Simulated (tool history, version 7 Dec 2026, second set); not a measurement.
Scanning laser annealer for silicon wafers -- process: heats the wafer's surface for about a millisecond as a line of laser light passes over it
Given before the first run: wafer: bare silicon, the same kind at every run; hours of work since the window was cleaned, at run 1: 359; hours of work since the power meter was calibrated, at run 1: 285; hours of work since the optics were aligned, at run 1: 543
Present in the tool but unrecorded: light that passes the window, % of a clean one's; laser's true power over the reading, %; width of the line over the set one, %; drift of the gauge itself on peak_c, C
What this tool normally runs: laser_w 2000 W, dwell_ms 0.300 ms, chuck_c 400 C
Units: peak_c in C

run,hour,laser_w,dwell_ms,chuck_c,hours of work since the window was cleaned,hours of work since the power meter was calibrated,hours of work since the optics were aligned,peak_c
1,0.0,2000,0.300,400,359,285,543,1130
2,32.3,2000,0.300,400,373,299,557,1129
3,81.3,2000,0.300,400,394,320,579,1127
4,124.8,2000,0.300,403,413,339,598,1131
5,180.2,2000,0.300,400,437,364,622,1126
6,232.4,2000,0.300,400,460,387,645,1124
7,274.2,1752,0.300,400,479,405,663,1038
8,309.6,1752,0.300,400,494,420,679,1038
9,364.2,2000,0.249,400,518,444,702,1058
10,411.7,2000,0.249,418,539,465,723,1077
11,456.3,2000,0.373,418,558,485,743,1221
12,512.2,2000,0.271,418,583,509,767,1100
13,569.6,2000,0.271,418,608,534,792,1102
14,617.6,2000,0.271,418,629,555,813,1099
# hour 675.3: window over the wafer cleaned
15,681.5,2000,0.300,400,3,582,840,1144
16,718.1,2000,0.300,400,19,598,856,1145
17,753.3,2000,0.300,400,34,614,872,1148
18,779.1,2003,0.252,371,45,625,883,1052
19,832.8,1734,0.300,433,69,648,907,1079
20,875.9,2000,0.218,402,88,667,926,1033
# hour 897.9: optics aligned, line set to its width
21,911.2,2000,0.363,424,101,681,6,1231
22,953.5,2000,0.342,416,120,699,24,1200
23,995.2,2124,0.253,392,138,717,43,1106
24,1046.8,1945,0.342,400,160,740,65,1163
# hour 1086.6: optics aligned, line set to its width, once more
25,1100.9,1945,0.342,400,182,761,6,1176
26,1144.5,1925,0.303,372,201,780,25,1096

For run 27, what comes out?
27,1176.9,1948,0.223,413,215,795,40,?

{"run 27": {"peak_c": 1040}}
With no hidden state in the tool, this same run would have given peak_c 1047 C.

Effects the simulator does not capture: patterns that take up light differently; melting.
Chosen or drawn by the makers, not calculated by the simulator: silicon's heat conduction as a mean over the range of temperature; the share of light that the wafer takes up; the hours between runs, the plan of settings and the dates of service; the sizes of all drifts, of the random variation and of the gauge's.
